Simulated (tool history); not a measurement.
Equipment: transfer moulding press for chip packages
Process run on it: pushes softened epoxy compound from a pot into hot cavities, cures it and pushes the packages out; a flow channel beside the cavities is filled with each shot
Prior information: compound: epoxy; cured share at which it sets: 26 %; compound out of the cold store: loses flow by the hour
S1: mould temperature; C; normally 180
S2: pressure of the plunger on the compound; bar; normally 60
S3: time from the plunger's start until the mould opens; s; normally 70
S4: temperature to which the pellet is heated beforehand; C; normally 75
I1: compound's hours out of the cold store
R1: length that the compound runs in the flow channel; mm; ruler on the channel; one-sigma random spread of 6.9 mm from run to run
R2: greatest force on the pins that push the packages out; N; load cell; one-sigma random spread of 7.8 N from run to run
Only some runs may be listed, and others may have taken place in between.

{"run": 1, "day": 0.0, "S1": 180, "S2": 60, "S3": 70, "S4": 75, "I1": 23.7, "R1": 903, "R2": 522}
{"run": 2, "day": 1.033, "S1": 180, "S2": 60, "S3": 70, "S4": 75, "I1": 21.9, "R1": 904, "R2": 552}
{"day": 1.188, "done": "plunger's sealing rings changed"}
{"day": 1.25, "done": "cavities cleaned with cleaning compound and waxed"}
{"run": 3, "day": 2.079, "S1": 180, "S2": 48, "S3": 70, "S4": 75, "I1": 42.5, "R1": 796, "R2": 383}
{"run": 4, "day": 2.7, "S1": 180, "S2": 48.5, "S3": 70, "S4": 75, "I1": 31.7, "R1": 824, "R2": 411}
{"run": 5, "day": 3.717, "S1": 180, "S2": 56.1, "S3": 70, "S4": 75, "I1": 36.4, "R1": 858, "R2": 467}
{"run": 6, "day": 4.438, "S1": 180, "S2": 60, "S3": 70, "S4": 76, "I1": 35, "R1": 897, "R2": 484}
{"run": 7, "day": 5.075, "S1": 185, "S2": 60, "S3": 70, "S4": 75, "I1": 47.3, "R1": 854, "R2": 365}
{"run": 8, "day": 5.925, "S1": 180, "S2": 60, "S3": 70, "S4": 75, "I1": 37.8, "R1": 889, "R2": 521}
{"day": 6.088, "done": "cavities cleaned with cleaning compound and waxed"}
{"run": 9, "day": 6.562, "S1": 180, "S2": 60, "S3": 70, "S4": 75, "I1": 17.6, "R1": 948, "R2": 380}
{"run": 10, "day": 7.379, "S1": 173, "S2": 60, "S3": 70, "S4": 75, "I1": 15.5, "R1": 980, "R2": 687}
{"run": 11, "day": 7.958, "S1": 180, "S2": 60, "S3": 70, "S4": 75, "I1": 16.2, "R1": 953, "R2": 454}
{"run": 12, "day": 8.704, "S1": 179, "S2": 60, "S3": 70, "S4": 75, "I1": 14.7, "R1": 959, "R2": 527}
{"run": 13, "day": 9.629, "S1": 179, "S2": 60, "S3": 70, "S4": 75, "I1": 14.3, "R1": 957, "R2": 534}
{"run": 14, "day": 10.258, "S1": 179, "S2": 60, "S3": 70, "S4": 75, "I1": 26.5, "R1": 912, "R2": 562}
{"run": 15, "day": 10.725, "S1": 180, "S2": 60, "S3": 70, "S4": 75, "I1": 33.1, "R1": 905, "R2": 493}
{"day": 10.904, "done": "cavities cleaned with cleaning compound and waxed"}
{"day": 11.062, "done": "mould's thermocouples calibrated"}
{"run": 16, "day": 11.333, "S1": 182, "S2": 60.8, "S3": 51, "S4": 76, "I1": 27.8, "R1": 914, "R2": 753}
{"run": 17, "day": 12.346, "S1": 182, "S2": 66.4, "S3": 52, "S4": 76, "I1": 9.6, "R1": 998, "R2": 945}
{"run": 18, "day": 13.296, "S1": 182, "S2": 66.4, "S3": 52, "S4": 76, "I1": 8.9, "R1": 1022, "R2": 1038}
{"run": 19, "day": 14.075, "S1": 182, "S2": 66.4, "S3": 52, "S4": 76, "I1": 21.2, "R1": 972, "R2": 1019}
{"run": 20, "day": 14.65, "S1": 173, "S2": 52.8, "S3": 70, "S4": 65, "I1": 16.3, "R1": 913, "R2": 950}
{"run": 21, "day": 15.121, "S1": 180, "S2": 63.5, "S3": 70, "S4": 75, "I1": 46.1, "R1": 892, "R2": 509}
{"day": 15.762, "done": "cavities cleaned with cleaning compound and waxed"}
{"run": 22, "day": 15.762, "S1": 180, "S2": 63.5, "S3": 70, "S4": 75, "I1": 33.4, "R1": 924, "R2": 329}
{"run": 23, "day": 16.775, "S1": 180, "S2": 63.5, "S3": 70, "S4": 75, "I1": 23, "R1": 948, "R2": 423}
{"run": 24, "day": 17.392, "S1": 180, "S2": 59.8, "S3": 70, "S4": 67, "I1": 32.2, "R1": 883, "R2": 442}
{"run": 25, "day": 18.05, "S1": 180, "S2": 53.3, "S3": 94, "S4": 68, "I1": 47.9, "R1": 801, "R2": 275}
{"run": 26, "day": 18.925, "S1": 180, "S2": 53.3, "S3": 94, "S4": 68, "I1": 20, "R1": 880, "R2": 311}
{"run": 27, "day": 19.958, "S1": 185, "S2": 69.6, "S3": 68, "S4": 82, "I1": 9.8, "R1": 1009, "R2": 389}
{"run": 28, "day": 20.425, "S1": 185, "S2": 69.6, "S3": 68, "S4": 82, "I1": 33.7, "R1": 938, "R2": 390}
{"day": 20.571, "done": "cavities cleaned with cleaning compound and waxed"}
{"run": 29, "day": 21.283, "S1": 174, "S2": 60, "S3": 70, "S4": 75, "I1": 33.5, "R1": 895, "R2": 586}

Below, some changes in R1 between adjacent runs. For each, the amount present without the hidden state too (settings, incoming material, random variation) and the amount remaining for the hidden state with gauge scatter not shared by both compared results:
The hidden state here: true mould temperature over the reading, C; pressure that reaches the compound, % of what is set; grip of the stained cavities, % over clean ones'; drift of the gauge itself on flow_mm, %; drift of the gauge itself on push_out_n, %.
Run 2 -> 3: S2 60 -> 48, plunger's sealing rings changed, cavities cleaned with cleaning compound and waxed. R1 -108 mm: hidden state +36, all else -144.
Run 26 -> 27: S1 180 -> 185, S2 53.3 -> 69.6, S3 94 -> 68, S4 68 -> 82. R1 +129 mm: hidden state -7, all else +136.
